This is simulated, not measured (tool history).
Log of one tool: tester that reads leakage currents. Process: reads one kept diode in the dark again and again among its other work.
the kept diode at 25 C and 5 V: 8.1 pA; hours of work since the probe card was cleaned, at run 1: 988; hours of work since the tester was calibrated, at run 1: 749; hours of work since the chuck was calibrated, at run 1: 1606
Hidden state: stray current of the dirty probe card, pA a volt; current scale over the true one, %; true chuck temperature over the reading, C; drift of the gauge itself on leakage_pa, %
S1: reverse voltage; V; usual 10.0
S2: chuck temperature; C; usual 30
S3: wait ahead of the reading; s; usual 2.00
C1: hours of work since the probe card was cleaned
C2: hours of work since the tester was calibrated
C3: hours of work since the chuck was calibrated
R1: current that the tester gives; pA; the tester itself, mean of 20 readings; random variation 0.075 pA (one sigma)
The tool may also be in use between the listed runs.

run 1 day=0.000 | S1=10.0 S2=30 S3=2.00 | C1=988 C2=749 C3=1606 | R1=18.65
run 2 day=0.754 | S1=12.6 S2=30 S3=2.00 | C1=1002 C2=763 C3=1620 | R1=21.17
run 3 day=1.921 | S1=12.6 S2=30 S3=2.00 | C1=1024 C2=784 C3=1641 | R1=21.20
run 4 day=3.075 | S1=12.6 S2=30 S3=2.00 | C1=1045 C2=806 C3=1663 | R1=21.31
run 5 day=4.438 | S1=12.6 S2=25 S3=2.00 | C1=1070 C2=830 C3=1688 | R1=14.95
run 6 day=5.483 | S1=14.5 S2=30 S3=2.00 | C1=1089 C2=850 C3=1707 | R1=23.05
run 7 day=6.100 | S1=10.0 S2=58 S3=2.00 | C1=1100 C2=861 C3=1718 | R1=120.64
run 8 day=7.129 | S1=10.0 S2=58 S3=2.00 | C1=1119 C2=880 C3=1737 | R1=121.37
run 9 day=7.883 | S1=10.0 S2=58 S3=2.00 | C1=1133 C2=894 C3=1751 | R1=121.14
run 10 day=8.788 | S1=10.0 S2=58 S3=2.00 | C1=1150 C2=910 C3=1767 | R1=121.21
run 11 day=10.100 | S1=10.0 S2=30 S3=0.47 | C1=1174 C2=934 C3=1792 | R1=22.56
run 12 day=10.862 | S1=10.0 S2=30 S3=0.47 | C1=1188 C2=948 C3=1806 | R1=22.67
run 13 day=11.450 | S1=10.0 S2=22 S3=2.00 | C1=1199 C2=959 C3=1816 | R1=10.61
run 14 day=12.429 | S1=10.0 S2=22 S3=2.00 | C1=1217 C2=977 C3=1834 | R1=10.69
run 15 day=13.108 | S1=11.3 S2=30 S3=2.00 | C1=1229 C2=990 C3=1847 | R1=19.90
run 16 day=14.367 | S1=10.0 S2=30 S3=2.00 | C1=1252 C2=1013 C3=1870 | R1=18.75
run 17 day=15.679 | S1=10.0 S2=30 S3=2.00 | C1=1276 C2=1037 C3=1894 | R1=18.64
run 18 day=16.812 | S1=10.0 S2=30 S3=2.00 | C1=1297 C2=1058 C3=1915 | R1=18.63
run 19 day=17.621 | S1=10.0 S2=30 S3=2.47 | C1=1312 C2=1073 C3=1930 | R1=18.39
run 20 day=18.871 | S1=10.0 S2=30 S3=2.47 | C1=1335 C2=1096 C3=1953 | R1=18.30
run 21 day=19.958 | S1=10.0 S2=30 S3=2.47 | C1=1355 C2=1115 C3=1973 | R1=18.44
run 22 day=21.029 | S1=10.0 S2=30 S3=2.47 | C1=1375 C2=1135 C3=1992 | R1=18.37
run 23 day=22.083 | S1=1.3 S2=60 S3=2.00 | C1=1394 C2=1154 C3=2012 | R1=46.21
run 24 day=22.979 | S1=1.3 S2=55 S3=3.38 | C1=1410 C2=1171 C3=2028 | R1=33.55
run 25 day=24.046 | S1=1.3 S2=24 S3=0.90 | C1=1430 C2=1191 C3=2048 | R1=4.03
run 26 day=24.912 | S1=2.0 S2=25 S3=2.00 | C1=1446 C2=1206 C3=2064 | R1=5.25
run 27 day=25.846 | S1=5.9 S2=26 S3=6.88 | C1=1463 C2=1224 C3=2081 | R1=9.84
run 28 day=26.979 | S1=10.0 S2=56 S3=2.00 | C1=1484 C2=1244 C3=2102 | R1=106.65
run 29 day=27.738 | S1=10.0 S2=56 S3=2.00 | C1=1498 C2=1258 C3=2115 | R1=106.89
run 30 day=28.904 | S1=10.0 S2=56 S3=2.00 | C1=1519 C2=1280 C3=2137 | R1=107.07
-- day=29.204 probe card cleaned and baked
run 31 day=30.371 | S1=4.0 S2=39 S3=0.65 | C1=21 C2=1304 C3=2162 | R1=22.06
run 32 day=31.254 | S1=6.9 S2=44 S3=0.66 | C1=38 C2=1321 C3=2178 | R1=41.56
run 33 day=31.917 | S1=10.0 S2=28 S3=5.23 | C1=50 C2=1333 C3=2190 | R1=15.43
run 34 day=33.142 | S1=2.2 S2=50 S3=2.67 | C1=72 C2=1355 C3=2212 | R1=31.98
run 35 day=34.496 | S1=10.0 S2=21 S3=1.65 | C1=97 C2=1380 C3=2237 | R1=10.10
run 36 day=35.417 | S1=19.0 S2=42 S3=4.47 | C1=114 C2=1397 C3=2254 | R1=59.19
run 37 day=36.646 | S1=15.8 S2=40 S3=4.77 | C1=137 C2=1420 C3=2277 | R1=46.83
run 38 day=37.612 | S1=10.0 S2=30 S3=2.62 | C1=154 C2=1437 C3=2294 | R1=18.20
run 39 day=38.875 | S1=10.0 S2=53 S3=2.62 | C1=178 C2=1461 C3=2318 | R1=87.87
run 40 day=39.500 | S1=16.0 S2=37 S3=5.51 | C1=189 C2=1472 C3=2329 | R1=38.20
run 41 day=40.662 | S1=17.4 S2=56 S3=1.08 | C1=210 C2=1493 C3=2351 | R1=146.16

Forecast each of these 3 alternatives for the next run:
run A day=41.546 | S1=5.8 S2=22 S3=0.94 | C1=227 C2=1510 C3=2367 | R1=?
run B day=41.546 | S1=3.4 S2=50 S3=0.37 | C1=227 C2=1510 C3=2367 | R1=?
run C day=41.546 | S1=5.8 S2=30 S3=0.33 | C1=227 C2=1510 C3=2367 | R1=?

run=A R1=8.53
run=B R1=42.31
run=C R1=17.26
Without the tool's hidden state the same runs would have given:
run=A R1=8.53
run=B R1=42.31
run=C R1=17.26
